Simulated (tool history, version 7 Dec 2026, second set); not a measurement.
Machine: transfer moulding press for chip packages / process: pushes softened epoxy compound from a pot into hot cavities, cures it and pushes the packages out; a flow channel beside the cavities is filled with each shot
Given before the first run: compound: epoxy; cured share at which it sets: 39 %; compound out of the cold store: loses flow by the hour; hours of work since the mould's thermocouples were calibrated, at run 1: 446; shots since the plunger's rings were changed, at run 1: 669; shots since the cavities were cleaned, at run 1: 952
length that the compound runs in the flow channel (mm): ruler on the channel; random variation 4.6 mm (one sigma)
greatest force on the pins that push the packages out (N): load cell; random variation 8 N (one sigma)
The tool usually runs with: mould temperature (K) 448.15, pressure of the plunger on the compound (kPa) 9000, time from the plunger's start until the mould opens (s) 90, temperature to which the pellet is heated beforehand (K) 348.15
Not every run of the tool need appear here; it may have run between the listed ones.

run   hour  mould temperature (K)  pressure of the plunger on the compound (kPa)  time from the plunger's start until the mould opens (s)  temperature to which the pellet is heated beforehand (K)  hours of work since the mould's thermocouples were calibrated  shots since the plunger's rings were changed  shots since the cavities were cleaned  incoming compound's hours out of the cold store  length that the compound runs in the flow channel (mm)  greatest force on the pins that push the packages out (N)
  1    0.0                 448.15                                           9000                                                       90                                                    348.15                                                            446                                           669                                    952                                             40.4                                                     949                                                        725
      17.0  -- cavities cleaned with cleaning compound and waxed
  2   31.9                 448.15                                           9000                                                       90                                                    348.15                                                            467                                          1102                                    213                                             30.3                                                     961                                                        523
  3   76.9                 448.15                                           9000                                                       95                                                    348.15                                                            498                                          1743                                    854                                             13.9                                                     978                                                        681
     101.7  -- cavities cleaned with cleaning compound and waxed
  4  127.1                 449.15                                           9000                                                       95                                                    348.15                                                            531                                          2437                                    362                                             21.4                                                     956                                                        533
  5  150.1                 448.15                                           9000                                                       90                                                    348.15                                                            547                                          2765                                    690                                             43.1                                                     922                                                        662
  6  173.1                 448.15                                           9000                                                       90                                                    348.15                                                            562                                          3093                                   1018                                             17.3                                                     958                                                        722
     185.0  -- cavities cleaned with cleaning compound and waxed
  7  208.4                 448.15                                           9000                                                       90                                                    348.15                                                            585                                          3574                                    333                                             24.2                                                     940                                                        564
  8  241.3                 448.15                                           9000                                                       90                                                    356.15                                                            608                                          4043                                    802                                             36.0                                                     912                                                        690
  9  263.0                 448.15                                           9000                                                       90                                                    356.15                                                            623                                          4352                                   1111                                             20.5                                                     931                                                        728
     268.9  -- cavities cleaned with cleaning compound and waxed
     302.6  -- plunger's sealing rings changed
 10  312.8                 448.15                                           9000                                                       90                                                    356.15                                                            654                                           147                                    590                                             31.6                                                     959                                                        632
 11  349.2                 448.15                                           9000                                                       90                                                    356.15                                                            679                                           665                                   1108                                              8.1                                                    1008                                                        689
     354.9  -- cavities cleaned with cleaning compound and waxed
 12  391.3                 448.15                                           9000                                                       90                                                    356.15                                                            707                                          1244                                    519                                             10.6                                                     995                                                        627
 13  418.3                 448.15                                           9000                                                      105                                                    356.15                                                            725                                          1628                                    903                                             43.9                                                     926                                                        622
     436.6  -- cavities cleaned with cleaning compound and waxed
 14  455.3                 448.15                                           9000                                                       95                                                    348.15                                                            749                                          2135                                    267                                             36.6                                                     931                                                        469
 15  477.2                 448.15                                           9000                                                       95                                                    353.15                                                            764                                          2447                                    579                                             35.6                                                     927                                                        616
     490.6  -- mould's thermocouples calibrated
 16  501.1                 448.15                                           9000                                                       95                                                    353.15                                                              7                                          2758                                    890                                             26.2                                                     964                                                        730
     521.5  -- cavities cleaned with cleaning compound and waxed
 17  532.5                 448.15                                           9000                                                       95                                                    353.15                                                             28                                          3184                                    156                                             34.8                                                     929                                                        449
 18  569.6                 448.15                                           9000                                                       95                                                    353.15                                                             53                                          3714                                    686                                             39.2                                                     912                                                        707
     605.1  -- cavities cleaned with cleaning compound and waxed
 19  609.4                 448.15                                           9000                                                       90                                                    346.15                                                             79                                          4259                                     61                                              9.2                                                     967                                                        442
 20  640.7                 443.15                                           9000                                                       81                                                    348.15                                                            101                                          4706                                    508                                             13.0                                                     977                                                       1332
     655.0  -- plunger's sealing rings changed
 21  673.5                 446.15                                           6810                                                      103                                                    346.15                                                            121                                           264                                    939                                             22.3                                                     869                                                        747
     689.7  -- cavities cleaned with cleaning compound and waxed
 22  706.8                 446.15                                           7280                                                      121                                                    346.15                                                            143                                           718                                    244                                              9.7                                                     915                                                        456
 23  745.9                 446.15                                           7280                                                      121                                                    346.15                                                            170                                          1275                                    801                                             41.5                                                     846                                                        601
     771.1  -- cavities cleaned with cleaning compound and waxed
 24  782.3                 448.15                                           9000                                                       93                                                    348.15                                                            194                                          1773                                    160                                             44.6                                                     927                                                        466
 25  828.5                 448.15                                           9000                                                       93                                                    348.15                                                            225                                          2431                                    818                                             16.3                                                     970                                                        699
     854.1  -- cavities cleaned with cleaning compound and waxed
 26  856.2                 448.15                                           9000                                                       93                                                    348.15                                                            243                                          2804                                     30                                             43.5                                                     914                                                        353
 27  879.9                 448.15                                           9000                                                       93                                                    348.15                                                            259                                          3142                                    368                                             44.9                                                     911                                                        598
 28  922.4                 448.15                                           9000                                                       93                                                    348.15                                                            288                                          3748                                    974                                             41.6                                                     910                                                        694

The logged runs with the hidden state left out (each run's random variation unchanged):
Hidden conditions of the tool in this case: true mould temperature over the reading, C; pressure that reaches the compound, % of what is set; grip of the stained cavities, % over clean ones'; drift of the gauge itself on flow_mm, %; drift of the gauge itself on push_out_n, %.
run  length that the compound runs in the flow channel (mm)  greatest force on the pins that push the packages out (N)
  1                                                     963                                                        345
  2                                                     980                                                        349
  3                                                    1006                                                        326
  4                                                     992                                                        309
  5                                                     960                                                        335
  6                                                    1002                                                        346
  7                                                     990                                                        343
  8                                                     966                                                        340
  9                                                     992                                                        346
 10                                                     971                                                        333
 11                                                    1026                                                        330
 12                                                    1020                                                        343
 13                                                     954                                                        289
 14                                                     966                                                        299
 15                                                     964                                                        320
 16                                                     995                                                        320
 17                                                     965                                                        307
 18                                                     954                                                        333
 19                                                    1020                                                        351
 20                                                    1036                                                        652
 21                                                     873                                                        330
 22                                                     924                                                        279
 23                                                     860                                                        275
 24                                                     949                                                        319
 25                                                    1002                                                        324
 26                                                     948                                                        319
 27                                                     949                                                        329
 28                                                     956                                                        309

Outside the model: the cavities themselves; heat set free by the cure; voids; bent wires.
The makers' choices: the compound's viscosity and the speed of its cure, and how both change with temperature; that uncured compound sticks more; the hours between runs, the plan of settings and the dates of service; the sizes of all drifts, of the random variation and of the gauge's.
